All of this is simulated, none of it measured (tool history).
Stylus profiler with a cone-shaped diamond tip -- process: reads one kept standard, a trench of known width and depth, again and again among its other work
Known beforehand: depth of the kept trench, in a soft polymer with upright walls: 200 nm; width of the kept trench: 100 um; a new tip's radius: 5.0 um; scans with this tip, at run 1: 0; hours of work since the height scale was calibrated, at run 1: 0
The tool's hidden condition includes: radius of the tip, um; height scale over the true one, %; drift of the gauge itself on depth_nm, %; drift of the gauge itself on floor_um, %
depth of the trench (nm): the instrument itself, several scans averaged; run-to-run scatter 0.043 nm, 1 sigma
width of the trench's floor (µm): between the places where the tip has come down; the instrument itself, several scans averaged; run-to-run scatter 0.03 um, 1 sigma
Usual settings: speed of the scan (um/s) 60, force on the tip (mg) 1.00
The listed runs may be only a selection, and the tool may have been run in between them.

run	hour	speed of the scan (um/s)	force on the tip (mg)	scans with this tip	hours of work since the height scale was calibrated	depth of the trench (nm)	width of the trench's floor (µm)
1	0.0	60	1.00	0	0	200.84	96.89
2	58.9	60	1.33	318	47	200.81	96.82
3	119.1	60	1.33	644	95	200.77	96.70
4	164.3	60	1.33	888	131	200.76	96.57
5	206.7	15	1.00	1117	165	200.63	96.72
6	249.8	60	1.00	1350	199	200.63	96.37
7	277.3	60	0.41	1498	221	200.35	96.16
8	336.4	60	0.41	1817	268	200.31	96.04
9	370.2	34	0.96	2000	295	200.54	96.27
10	432.1	50	1.07	2335	344	200.55	96.15
11	489.2	43	0.43	2643	390	200.22	95.94
12	529.5	64	1.72	2861	422	200.82	95.95

4 ways to go on from here, each from the tool as it stands after run 12. What would each give?
A	591.3	33	0.37	3195	471	?	?
B	591.3	64	0.89	3195	471	?	?
C	591.3	51	0.60	3195	471	?	?
D	591.3	216	0.85	3195	471	?	?

run	depth of the trench (nm)	width of the trench's floor (µm)
A	200.12	95.85
B	200.41	95.72
C	200.26	95.79
D	200.39	94.90
Had the tool no hidden state, the same runs would have come out as:
run	depth of the trench (nm)	width of the trench's floor (µm)
A	200.29	96.96
B	200.58	96.83
C	200.43	96.90
D	200.56	96.02
